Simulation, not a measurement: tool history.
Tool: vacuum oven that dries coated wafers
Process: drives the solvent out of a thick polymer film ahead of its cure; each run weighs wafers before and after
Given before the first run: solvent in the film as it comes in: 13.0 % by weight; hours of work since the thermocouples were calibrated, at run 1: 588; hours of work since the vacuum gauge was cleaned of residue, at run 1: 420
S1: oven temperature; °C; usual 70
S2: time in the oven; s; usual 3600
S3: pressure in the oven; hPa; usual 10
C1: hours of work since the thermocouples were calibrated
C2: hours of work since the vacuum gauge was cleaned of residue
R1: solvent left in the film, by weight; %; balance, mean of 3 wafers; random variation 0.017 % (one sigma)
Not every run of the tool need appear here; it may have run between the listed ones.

run 1 hour=0 | S1=70 S2=3600 S3=10 | C1=588 C2=420 | R1=1.19
run 2 hour=31.6 | S1=70 S2=3600 S3=10.4 | C1=605 C2=437 | R1=1.24
run 3 hour=48 | S1=70 S2=3600 S3=11.2 | C1=615 C2=446 | R1=1.28
run 4 hour=62.6 | S1=70 S2=3600 S3=11.2 | C1=623 C2=454 | R1=1.27
run 5 hour=87 | S1=70 S2=3600 S3=10 | C1=636 C2=468 | R1=1.2
run 6 hour=107.4 | S1=70 S2=3600 S3=10 | C1=648 C2=479 | R1=1.2
run 7 hour=130.2 | S1=70 S2=3600 S3=10 | C1=660 C2=492 | R1=1.17
run 8 hour=160.2 | S1=70 S2=3600 S3=10 | C1=677 C2=509 | R1=1.22
run 9 hour=186.4 | S1=77 S2=3600 S3=10 | C1=692 C2=523 | R1=0.65
run 10 hour=206.5 | S1=63 S2=3600 S3=10 | C1=703 C2=534 | R1=2.55
run 11 hour=234.3 | S1=70 S2=3600 S3=12.4 | C1=718 C2=550 | R1=1.38
run 12 hour=252.6 | S1=70 S2=3600 S3=12.4 | C1=728 C2=560 | R1=1.33
run 13 hour=266.4 | S1=70 S2=3600 S3=12.4 | C1=736 C2=568 | R1=1.35
run 14 hour=283.7 | S1=70 S2=3600 S3=10 | C1=746 C2=577 | R1=1.19
run 15 hour=313.6 | S1=70 S2=3600 S3=10 | C1=762 C2=594 | R1=1.18
run 16 hour=332.1 | S1=70 S2=3600 S3=16.4 | C1=773 C2=604 | R1=1.64
run 17 hour=350.7 | S1=70 S2=2880 S3=16.4 | C1=783 C2=615 | R1=1.99
-- hour=382.1 oven's thermocouples calibrated
run 18 hour=384.4 | S1=70 S2=2880 S3=16.4 | C1=1 C2=632 | R1=2.02
run 19 hour=399.8 | S1=78 S2=2880 S3=7.4 | C1=10 C2=641 | R1=0.57
run 20 hour=428.9 | S1=70 S2=1860 S3=10 | C1=26 C2=657 | R1=2.68
run 21 hour=457.5 | S1=70 S2=4860 S3=10 | C1=42 C2=673 | R1=0.97
run 22 hour=484.6 | S1=70 S2=3600 S3=38.1 | C1=57 C2=688 | R1=3.27
run 23 hour=498 | S1=55 S2=2160 S3=18.9 | C1=64 C2=695 | R1=7.49
run 24 hour=518.5 | S1=72 S2=3840 S3=7.4 | C1=76 C2=707 | R1=0.75
run 25 hour=543.7 | S1=72 S2=3840 S3=7.4 | C1=90 C2=721 | R1=0.77
run 26 hour=571.7 | S1=79 S2=3180 S3=10 | C1=106 C2=736 | R1=0.63
run 27 hour=598.3 | S1=79 S2=5700 S3=9.5 | C1=120 C2=751 | R1=0.55
run 28 hour=622.7 | S1=82 S2=3900 S3=5.6 | C1=134 C2=765 | R1=0.33
run 29 hour=646.7 | S1=70 S2=1920 S3=28 | C1=147 C2=778 | R1=3.72
run 30 hour=671.3 | S1=70 S2=1920 S3=28 | C1=161 C2=792 | R1=3.72
run 31 hour=691.3 | S1=68 S2=2880 S3=28 | C1=172 C2=803 | R1=3.31
run 32 hour=721 | S1=68 S2=2880 S3=28 | C1=189 C2=820 | R1=3.29
run 33 hour=736.6 | S1=81 S2=6180 S3=17 | C1=197 C2=828 | R1=0.89

Below are 4 alternative next runs, each starting from the tool's condition after run 33. Predict each:
run A hour=750.3 | S1=70 S2=3600 S3=28.5 | C1=205 C2=836 | R1=?
run B hour=750.3 | S1=74 S2=2220 S3=11.6 | C1=205 C2=836 | R1=?
run C hour=750.3 | S1=76 S2=5640 S3=12 | C1=205 C2=836 | R1=?
run D hour=750.3 | S1=58 S2=4380 S3=38.2 | C1=205 C2=836 | R1=?

run=A R1=2.55
run=B R1=1.46
run=C R1=0.77
run=D R1=6.39
Without the tool's unlogged condition, the same runs would have read:
run=A R1=2.62
run=B R1=1.54
run=C R1=0.73
run=D R1=6.6
